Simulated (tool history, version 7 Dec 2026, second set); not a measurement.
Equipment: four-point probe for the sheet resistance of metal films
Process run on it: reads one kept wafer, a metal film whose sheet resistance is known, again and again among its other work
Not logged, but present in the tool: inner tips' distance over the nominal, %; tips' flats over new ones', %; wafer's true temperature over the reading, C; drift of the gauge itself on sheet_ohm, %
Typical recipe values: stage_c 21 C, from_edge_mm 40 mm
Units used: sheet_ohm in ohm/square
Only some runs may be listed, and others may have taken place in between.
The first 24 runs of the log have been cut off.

| run | hour | stage_c | from_edge_mm | touches since the probe head was changed | hours of work since the stage's thermometer was calibrated | sheet_ohm |
|---|---|---|---|---|---|---|
| 25 | 2017.4 | 21 | 14 | 130951 | 436 | 0.357847 |
| 26 | 2097.7 | 22 | 60 | 132772 | 500 | 0.357606 |
| 27 | 2145.7 | 19 | 11 | 133860 | 538 | 0.357809 |
| 28 | 2224.3 | 22 | 67 | 135640 | 601 | 0.357629 |
| 29 | 2331.4 | 26 | 40 | 138066 | 687 | 0.357860 |
| 30 | 2387.4 | 25 | 9 | 139336 | 732 | 0.358415 |
| 31 | 2487.9 | 27 | 4 | 141613 | 812 | 0.360882 |
| 32 | 2606.7 | 27 | 4 | 144303 | 907 | 0.360888 |
| 33 | 2715.8 | 27 | 41 | 146775 | 994 | 0.357923 |
| 34 | 2809.7 | 25 | 7 | 148904 | 1069 | 0.358830 |
| 35 | 2919.2 | 25 | 7 | 151383 | 1157 | 0.358747 |
| 36 | 2998.6 | 24 | 22 | 153182 | 1220 | 0.357862 |
|  | 3009.4 | stage's thermometer calibrated |
| 37 | 3087.6 | 32 | 40 | 155190 | 63 | 0.358189 |

Below are 5 alternative next runs, each starting from the tool's condition after run 37. Predict each:
| A | 3135.7 | 20 | 33 | 156278 | 101 | ? |
| B | 3135.7 | 28 | 7 | 156278 | 101 | ? |
| C | 3135.7 | 32 | 12 | 156278 | 101 | ? |
| D | 3135.7 | 25 | 58 | 156278 | 101 | ? |
| E | 3135.7 | 28 | 40 | 156278 | 101 | ? |

| run | sheet_ohm |
|---|---|
| A | 0.357580 |
| B | 0.358960 |
| C | 0.358695 |
| D | 0.357714 |
| E | 0.358009 |
Had the tool no hidden state, the same runs would have come out as:
| run | sheet_ohm |
|---|---|
| A | 0.357622 |
| B | 0.359002 |
| C | 0.358738 |
| D | 0.357757 |
| E | 0.358052 |
